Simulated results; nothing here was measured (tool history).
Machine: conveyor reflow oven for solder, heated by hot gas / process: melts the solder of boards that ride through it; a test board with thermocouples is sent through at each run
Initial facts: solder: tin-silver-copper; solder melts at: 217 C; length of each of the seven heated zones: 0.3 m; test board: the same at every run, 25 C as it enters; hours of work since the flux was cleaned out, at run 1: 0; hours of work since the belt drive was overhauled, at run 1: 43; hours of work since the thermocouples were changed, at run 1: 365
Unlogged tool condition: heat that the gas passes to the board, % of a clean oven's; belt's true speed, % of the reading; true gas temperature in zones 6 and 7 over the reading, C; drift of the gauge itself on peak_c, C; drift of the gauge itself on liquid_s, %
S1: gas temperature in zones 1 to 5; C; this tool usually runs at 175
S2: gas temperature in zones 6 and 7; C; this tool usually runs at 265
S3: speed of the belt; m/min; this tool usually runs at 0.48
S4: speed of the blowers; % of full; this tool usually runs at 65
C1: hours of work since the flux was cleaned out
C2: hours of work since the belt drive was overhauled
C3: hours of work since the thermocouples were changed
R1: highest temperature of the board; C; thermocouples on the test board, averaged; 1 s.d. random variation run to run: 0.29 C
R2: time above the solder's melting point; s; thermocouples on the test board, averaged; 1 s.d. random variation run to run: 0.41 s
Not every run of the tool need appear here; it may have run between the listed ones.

run    hour   S1   S2     S3  S4   C1   C2    C3     R1    R2
  1       0  175  265   0.48  65    0   43   365  245.3  49.5
  2    98.7  174  265   0.48  65   47   91   412  245.1  48.5
  3   175.9  174  265   0.48  65   84  128   449  244.6  48.5
  4   234.7  174  265   0.48  65  113  156   477  244.7  48.7
  5   307.9  175  265   0.42  65  148  191   513  248.8    62
  6   397.2  175  265   0.48  65  191  234   555    245  48.3
  7   484.6  184  265   0.48  65  233  276   597    247    54
  8   549.9  175  265   0.48  70  264  307   629  245.4  51.1
  9   638.6  175  265   0.48  70  306  350   671    246  50.3
 10     731  175  265   0.48  65  351  394   716  243.9  48.8
      744.1  -- flux residue cleaned out of gas plates and filters
 11   777.1  175  265   0.48  65   16  414   735  245.4  50.4
 12   830.6  175  265   0.48  65   41  439   761  245.9  49.7
 13   903.3  175  265   0.48  60   76  474   796  243.6  48.2
 14   963.3  175  265   0.48  70  105  503   825  246.6  51.9
 15  1017.4  175  265   0.48  65  131  529   851  245.1  49.6
 16  1105.7  183  264   0.48  65  173  571   893  246.1  53.8
 17  1192.8  183  264  0.464  65  215  613   935  247.6  56.9
 18  1277.6  181  265  0.445  55  256  654   975  245.6  56.6
 19  1331.3  175  271  0.447  85  282  680  1001  257.5  65.7
 20  1417.3  175  271  0.447  85  323  721  1042  258.1  65.2
 21  1471.3  175  271  0.447  85  349  747  1068  257.1  65.4
       1492  -- flux residue cleaned out of gas plates and filters
 22  1541.8  175  271  0.447  85   24  778  1100  258.9  67.2
 23  1635.4  175  265   0.41  76   69  823  1145  254.2  70.1
 24  1734.1  178  255   0.41  76  116  871  1192  245.7  65.3
 25  1820.6  178  268    0.4  52  158  912  1233  251.1  68.1
 26    1895  189  278  0.409  85  193  948  1269  269.3  85.8
     1927.1  -- belt drive overhauled, speed set with a stopwatch
 27  1979.5  190  256  0.536  85  232   25  1308    243  48.2
     2040.6  -- thermocouples of zones 6 and 7 changed
 28  2040.8  190  261  0.441  80  260   54     0  249.4  66.4
 29  2087.8  185  259  0.534  59  283   76    23  235.6  36.3
 30  2176.8  185  259   0.43  62  326  119    65  243.8  59.1

What if the next run were any one of these 4? Each begins from the tool's condition after run 30:
     2244.5  -- flux residue cleaned out of gas plates and filters
  A  2259.3  185  262  0.468  62   7  156  103   ?   ?
     2244.5  -- flux residue cleaned out of gas plates and filters
  B  2259.3  185  259  0.394  50   7  156  103   ?   ?
     2244.5  -- flux residue cleaned out of gas plates and filters
  C  2259.3  175  265  0.402  65   7  156  103   ?   ?
     2244.5  -- flux residue cleaned out of gas plates and filters
  D  2259.3  175  265  0.493  65   7  156  103   ?   ?

run     R1    R2
  A  244.9  54.7
  B  243.5  64.4
  C  250.9  67.1
  D  244.8  47.1
What these runs would have given with no unlogged condition in the tool:
run     R1    R2
  A  244.3    54
  B  242.9  63.6
  C  250.3  66.4
  D  244.2  46.5
